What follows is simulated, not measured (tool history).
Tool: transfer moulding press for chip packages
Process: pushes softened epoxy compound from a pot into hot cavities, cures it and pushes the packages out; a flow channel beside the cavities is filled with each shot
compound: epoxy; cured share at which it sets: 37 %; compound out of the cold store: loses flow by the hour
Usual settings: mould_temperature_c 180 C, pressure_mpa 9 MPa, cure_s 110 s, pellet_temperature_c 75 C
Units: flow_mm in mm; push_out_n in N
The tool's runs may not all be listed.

run,day,mould_temperature_c,pressure_mpa,cure_s,pellet_temperature_c,incoming compound's hours out of the cold store,flow_mm,push_out_n
1,0,180,9,110,75,27.4,844,416
# day 0.308: cavities cleaned with cleaning compound and waxed
2,1.35,180,9,110,75,32.3,818,367
# day 2.692: cavities cleaned with cleaning compound and waxed
3,2.692,180,9,110,75,13.2,838,273
4,3.529,180,9,110,75,17.3,826,363
5,4.75,180,9,110,75,20.3,827,418
# day 5.038: cavities cleaned with cleaning compound and waxed
6,5.783,180,9,110,75,25.6,816,352
7,7.158,180,9,110,75,8.8,843,434
# day 7.375: mould's thermocouples calibrated
# day 7.438: cavities cleaned with cleaning compound and waxed
8,8.321,180,9,110,75,25.2,817,368
9,9.662,180,9,110,75,11.6,834,446
# day 9.838: cavities cleaned with cleaning compound and waxed
10,11.088,180,9,110,75,38.9,772,393
# day 12.179: cavities cleaned with cleaning compound and waxed
11,12.279,180,9,137,75,9.6,841,240
# day 12.867: mould's thermocouples calibrated, once more
12,13.388,180,9,137,75,27.6,785,315
# day 14.617: cavities cleaned with cleaning compound and waxed
13,14.617,180,9,137,75,25.9,789,241
# day 15.617: plunger's sealing rings changed
14,16.146,180,9,104,75,9.9,877,441
15,16.879,174,8.02,117,75,24.3,805,532
# day 17.05: cavities cleaned with cleaning compound and waxed
16,17.779,174,8.02,117,75,8.8,849,452
17,18.533,180,9,142,65,29.6,845,362
# day 19.421: cavities cleaned with cleaning compound and waxed
18,19.533,176,7.35,110,74,11.1,799,374
19,20.625,185,9,109,72,44.2,794,365
20,21.317,176,6.86,109,65,30.4,719,531
# day 21.758: cavities cleaned with cleaning compound and waxed
21,21.971,176,6.86,109,83,38,713,352
22,23.246,176,6.86,109,83,30.8,717,485
23,23.992,180,9,120,75,15.2,848,403
# day 24.158: cavities cleaned with cleaning compound and waxed
24,24.817,188,9.47,110,84,31.3,813,302

Forecast run 25:
25,26.175,181,9.54,150,75,20.3,?,?

{"run 25": {"flow_mm": 847, "push_out_n": 372}}
Without the tool's hidden state the same run would have given flow_mm 874 mm, push_out_n 228 N.
